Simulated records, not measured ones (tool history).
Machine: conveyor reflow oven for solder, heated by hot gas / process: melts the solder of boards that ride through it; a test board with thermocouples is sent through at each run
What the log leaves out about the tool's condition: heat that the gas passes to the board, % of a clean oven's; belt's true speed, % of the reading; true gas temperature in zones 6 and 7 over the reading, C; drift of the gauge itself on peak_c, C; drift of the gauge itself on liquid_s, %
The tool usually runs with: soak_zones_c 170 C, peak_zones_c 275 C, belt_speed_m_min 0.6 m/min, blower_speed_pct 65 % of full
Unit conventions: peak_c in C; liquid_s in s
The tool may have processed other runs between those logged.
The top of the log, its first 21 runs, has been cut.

run,hour,soak_zones_c,peak_zones_c,belt_speed_m_min,blower_speed_pct,hours of work since the flux was cleaned out,hours of work since the belt drive was overhauled,hours of work since the thermocouples were changed,peak_c,liquid_s
22,657.7,173,266,0.576,73,387,1186,138,250.7,46.9
# hour 665: flux residue cleaned out of gas plates and filters
23,687.1,180,284,0.496,86,13,1200,153,275.3,69.6
24,713.3,174,284,0.648,83,29,1215,168,266.7,48.9
25,758.5,170,288,0.6,65,55,1242,195,268.7,52.7
26,797.3,175,275,0.491,61,78,1265,218,262.5,64.2
27,827.9,170,282,0.708,65,96,1283,236,257.2,39.2
28,857.5,156,281,0.694,60,114,1301,253,252.4,34.7
29,897.5,170,275,0.6,84,137,1324,277,259.7,49.3
30,935.1,170,271,0.636,84,160,1346,299,253.9,43.3

Run 31 has not been measured yet. What should we expect?
31,972,178,268,0.6,65,181,1368,321,?,?

Run 31 came out at peak_c 251.6 C, liquid_s 46.9 s.
Were there no unlogged condition in the tool, this run, its random variation unchanged, would have produced peak_c 253.4 C, liquid_s 46.6 s.

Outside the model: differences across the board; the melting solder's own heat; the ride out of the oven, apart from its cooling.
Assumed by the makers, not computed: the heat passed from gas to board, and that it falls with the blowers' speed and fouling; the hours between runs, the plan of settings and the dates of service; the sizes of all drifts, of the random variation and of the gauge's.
